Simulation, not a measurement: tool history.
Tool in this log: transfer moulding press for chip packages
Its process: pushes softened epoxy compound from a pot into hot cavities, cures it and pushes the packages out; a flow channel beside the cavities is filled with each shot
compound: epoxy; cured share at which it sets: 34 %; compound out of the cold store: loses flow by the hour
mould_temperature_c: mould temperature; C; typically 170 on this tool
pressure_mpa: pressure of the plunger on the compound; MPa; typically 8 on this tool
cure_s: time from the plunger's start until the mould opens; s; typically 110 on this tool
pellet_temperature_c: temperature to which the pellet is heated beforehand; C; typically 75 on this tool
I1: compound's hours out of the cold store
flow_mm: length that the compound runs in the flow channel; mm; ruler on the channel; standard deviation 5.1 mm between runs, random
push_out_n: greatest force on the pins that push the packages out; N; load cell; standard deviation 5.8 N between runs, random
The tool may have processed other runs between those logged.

run 1 hour=0 | mould_temperature_c=170 pressure_mpa=8 cure_s=110 pellet_temperature_c=75 | I1=12.7 | flow_mm=918 push_out_n=202
run 2 hour=8.6 | mould_temperature_c=170 pressure_mpa=8 cure_s=110 pellet_temperature_c=75 | I1=32.8 | flow_mm=874 push_out_n=230
run 3 hour=24.9 | mould_temperature_c=170 pressure_mpa=8 cure_s=110 pellet_temperature_c=75 | I1=9.3 | flow_mm=923 push_out_n=269
run 4 hour=37.9 | mould_temperature_c=170 pressure_mpa=8 cure_s=110 pellet_temperature_c=75 | I1=14.7 | flow_mm=908 push_out_n=286
run 5 hour=46.9 | mould_temperature_c=174 pressure_mpa=8 cure_s=110 pellet_temperature_c=75 | I1=17.7 | flow_mm=884 push_out_n=282
-- hour=56.6 cavities cleaned with cleaning compound and waxed
run 6 hour=63.7 | mould_temperature_c=174 pressure_mpa=8 cure_s=110 pellet_temperature_c=75 | I1=27.7 | flow_mm=856 push_out_n=203
run 7 hour=77.8 | mould_temperature_c=174 pressure_mpa=8 cure_s=110 pellet_temperature_c=75 | I1=12.2 | flow_mm=887 push_out_n=242
run 8 hour=89.9 | mould_temperature_c=170 pressure_mpa=8 cure_s=110 pellet_temperature_c=75 | I1=10.3 | flow_mm=907 push_out_n=275
run 9 hour=101.6 | mould_temperature_c=170 pressure_mpa=8 cure_s=110 pellet_temperature_c=75 | I1=13.3 | flow_mm=908 push_out_n=291
-- hour=113.6 cavities cleaned with cleaning compound and waxed
run 10 hour=116.7 | mould_temperature_c=170 pressure_mpa=8 cure_s=110 pellet_temperature_c=75 | I1=41 | flow_mm=839 push_out_n=211
run 11 hour=127.6 | mould_temperature_c=170 pressure_mpa=8 cure_s=110 pellet_temperature_c=75 | I1=40.6 | flow_mm=841 push_out_n=244
run 12 hour=141.7 | mould_temperature_c=163 pressure_mpa=8 cure_s=110 pellet_temperature_c=75 | I1=24.7 | flow_mm=917 push_out_n=361
run 13 hour=150.7 | mould_temperature_c=170 pressure_mpa=7.86 cure_s=110 pellet_temperature_c=75 | I1=44.4 | flow_mm=826 push_out_n=278
run 14 hour=167.4 | mould_temperature_c=170 pressure_mpa=8 cure_s=110 pellet_temperature_c=66 | I1=13.1 | flow_mm=889 push_out_n=300
-- hour=170.1 cavities cleaned with cleaning compound and waxed
run 15 hour=184.5 | mould_temperature_c=173 pressure_mpa=7.6 cure_s=136 pellet_temperature_c=65 | I1=25.3 | flow_mm=838 push_out_n=233
run 16 hour=200 | mould_temperature_c=163 pressure_mpa=7.6 cure_s=114 pellet_temperature_c=79 | I1=44 | flow_mm=839 push_out_n=334
run 17 hour=208.4 | mould_temperature_c=162 pressure_mpa=8 cure_s=148 pellet_temperature_c=75 | I1=9.2 | flow_mm=929 push_out_n=294
run 18 hour=216.8 | mould_temperature_c=169 pressure_mpa=8 cure_s=110 pellet_temperature_c=66 | I1=33.2 | flow_mm=846 push_out_n=299
-- hour=226.1 cavities cleaned with cleaning compound and waxed
run 19 hour=232.1 | mould_temperature_c=169 pressure_mpa=8 cure_s=110 pellet_temperature_c=66 | I1=17.3 | flow_mm=877 push_out_n=230
run 20 hour=240.5 | mould_temperature_c=170 pressure_mpa=7.33 cure_s=102 pellet_temperature_c=75 | I1=18.5 | flow_mm=830 push_out_n=263
run 21 hour=249.2 | mould_temperature_c=170 pressure_mpa=7.33 cure_s=102 pellet_temperature_c=75 | I1=40.9 | flow_mm=780 push_out_n=271
run 22 hour=258.2 | mould_temperature_c=170 pressure_mpa=7.33 cure_s=145 pellet_temperature_c=66 | I1=21 | flow_mm=821 push_out_n=266
run 23 hour=269.8 | mould_temperature_c=170 pressure_mpa=7.33 cure_s=145 pellet_temperature_c=66 | I1=24.6 | flow_mm=807 push_out_n=261
-- hour=282.6 cavities cleaned with cleaning compound and waxed
run 24 hour=282.6 | mould_temperature_c=170 pressure_mpa=7.33 cure_s=145 pellet_temperature_c=66 | I1=31.5 | flow_mm=803 push_out_n=203
run 25 hour=292.7 | mould_temperature_c=170 pressure_mpa=7.33 cure_s=145 pellet_temperature_c=66 | I1=34.7 | flow_mm=786 push_out_n=223
-- hour=302.2 plunger's sealing rings changed
run 26 hour=304.9 | mould_temperature_c=170 pressure_mpa=7.33 cure_s=145 pellet_temperature_c=66 | I1=44.6 | flow_mm=827 push_out_n=240
run 27 hour=315.9 | mould_temperature_c=164 pressure_mpa=7.69 cure_s=95 pellet_temperature_c=75 | I1=36.6 | flow_mm=890 push_out_n=458
run 28 hour=330.7 | mould_temperature_c=164 pressure_mpa=7.69 cure_s=95 pellet_temperature_c=75 | I1=11.4 | flow_mm=938 push_out_n=509

Some steps in flow_mm, run to run, broken into two amounts with sign: the step expected even without the hidden condition (settings, incoming material, random variation), and the rest, left for the hidden condition together with whatever gauge scatter is not in both the measured and the hidden-condition-free result:
Unlogged tool condition in this case: true mould temperature over the reading, C; pressure that reaches the compound, % of what is set; grip of the stained cavities, % over clean ones'; drift of the gauge itself on flow_mm, %; drift of the gauge itself on push_out_n, %.
Run 11 -> 12: mould_temperature_c 170 -> 163. flow_mm +76 mm: hidden state -7, all else +83.
Run 12 -> 13: mould_temperature_c 163 -> 170, pressure_mpa 8 -> 7.86. flow_mm -91 mm: hidden state +2, all else -93.
Run 16 -> 17: mould_temperature_c 163 -> 162, pressure_mpa 7.6 -> 8, cure_s 114 -> 148, pellet_temperature_c 79 -> 75. flow_mm +90 mm: hidden state -7, all else +97.
Run 25 -> 26: plunger's sealing rings changed. flow_mm +41 mm: hidden state +59, all else -18.

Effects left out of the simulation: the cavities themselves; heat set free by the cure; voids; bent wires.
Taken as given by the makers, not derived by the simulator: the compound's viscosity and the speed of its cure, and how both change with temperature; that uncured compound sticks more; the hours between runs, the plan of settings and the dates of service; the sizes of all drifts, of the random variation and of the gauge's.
